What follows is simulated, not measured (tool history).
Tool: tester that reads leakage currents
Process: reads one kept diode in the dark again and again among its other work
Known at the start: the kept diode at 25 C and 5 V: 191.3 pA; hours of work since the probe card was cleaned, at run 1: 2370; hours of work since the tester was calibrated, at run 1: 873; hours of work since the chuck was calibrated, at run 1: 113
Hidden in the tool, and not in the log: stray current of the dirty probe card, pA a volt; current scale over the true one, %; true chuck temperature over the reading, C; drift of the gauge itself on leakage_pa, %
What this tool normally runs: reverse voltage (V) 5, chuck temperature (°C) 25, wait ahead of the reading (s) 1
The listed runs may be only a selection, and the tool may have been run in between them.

run    hour  reverse voltage (V)  chuck temperature (°C)  wait ahead of the reading (s)  hours of work since the probe card was cleaned  hours of work since the tester was calibrated  hours of work since the chuck was calibrated  current that the tester gives (pA)
  1       0                    5                      25                              1                                            2370                                            873                                           113                              199.92
  2    50.7                    5                      25                              1                                            2393                                            896                                           136                              200.41
  3    88.7                    5                      25                              1                                            2410                                            913                                           153                              200.07
  4   153.1                    5                      35                              1                                            2439                                            941                                           182                              437.23
  5   211.3                    5                      35                              1                                            2464                                            967                                           208                              437.42
  6     244                    5                      35                           0.33                                            2479                                            982                                           222                              436.25
  7   312.9                    5                      35                           0.33                                            2510                                           1013                                           253                              435.59
      342.5  -- probe card cleaned and baked
  8   352.5                    5                      35                           0.33                                               4                                           1029                                           269                              428.29
  9   415.7                    5                      25                           1.44                                              33                                           1057                                           297                              191.32
 10   482.5                    5                      25                           1.44                                              62                                           1087                                           327                              190.83
 11   543.5                 11.6                      25                           1.44                                              90                                           1114                                           354                              262.33
 12   604.6                    5                      25                              1                                             117                                           1141                                           382                              189.85
 13   643.1                    5                      25                              1                                             134                                           1158                                           399                              189.57
 14   697.4                    5                      25                              1                                             158                                           1183                                           423                              189.94
 15   766.7                    5                      25                              1                                             189                                           1214                                           454                              188.94
 16   819.6                    5                      25                              1                                             213                                           1237                                           478                              189.39
 17   849.4                    5                      25                              1                                             226                                           1250                                           491                              189.02
 18   887.8                 5.68                      25                              1                                             243                                           1268                                           508                              198.43
 19   918.6                    5                      25                              1                                             257                                           1281                                           522                              189.34
 20   970.9                    5                      25                              1                                             280                                           1305                                           545                              188.01
 21  1019.5                    5                      25                              1                                             302                                           1326                                           567                              188.98
 22  1049.7                 7.53                      40                              1                                             315                                           1340                                           580                              719.52
 23  1104.7                 2.17                      37                              1                                             340                                           1364                                           605                              354.33
 24  1163.8                 2.17                      37                              1                                             366                                           1391                                           631                              354.78
 25  1235.2                    5                      32                              1                                             398                                           1423                                           663                              333.09
 26  1289.9                 8.48                      25                              1                                             423                                           1447                                           687                              229.66
 27  1354.7                 1.83                      54                            0.6                                             451                                           1476                                           716                             1140.96
 28  1403.4                 1.83                      54                            0.6                                             473                                           1498                                           738                             1139.04
 29    1449                 1.83                      54                            0.6                                             493                                           1518                                           758                             1140.52
 30  1483.6                 1.83                      54                            0.6                                             509                                           1533                                           774                             1145.22
 31  1532.1                    5                      25                           3.91                                             531                                           1555                                           795                              184.96
 32  1597.9                13.74                      30                           1.02                                             560                                           1584                                           825                              414.77
 33    1648                13.74                      30                           3.99                                             582                                           1607                                           847                              412.71
 34  1714.7                 1.29                      31                           1.39                                             612                                           1636                                           877                              177.83
 35  1786.6                  1.4                      31                           1.17                                             644                                           1668                                           909                              183.47
 36  1846.4                  1.4                      31                           1.17                                             671                                           1695                                           936                              183.37
 37  1906.3                    5                      25                           0.97                                             697                                           1722                                           962                              183.59
 38  1941.7                    5                      25                           0.97                                             713                                           1738                                           978                              183.32
 39  2012.3                    5                      29                           0.97                                             745                                           1769                                          1010                              255.04
 40  2071.3                 3.15                      30                           0.54                                             771                                           1795                                          1036                              230.78

Below are 4 alternative next runs, each starting from the tool's condition after run 40. Predict each:
  A  2128.2                    5                      42                           0.53                                             796                                           1821                                          1061                                   ?
  B  2128.2                    5                      23                           1.08                                             796                                           1821                                          1061                                   ?
  C  2128.2                  3.5                      30                           0.54                                             796                                           1821                                          1061                                   ?
  D  2128.2                 1.11                      51                           1.91                                             796                                           1821                                          1061                                   ?

run  current that the tester gives (pA)
  A                              696.26
  B                              154.82
  C                              239.16
  D                              750.14
The same runs, with their run-to-run variation unchanged, on a tool lacking any hidden condition would have given:
run  current that the tester gives (pA)
  A                              731.76
  B                              162.16
  C                              251.69
  D                               787.9
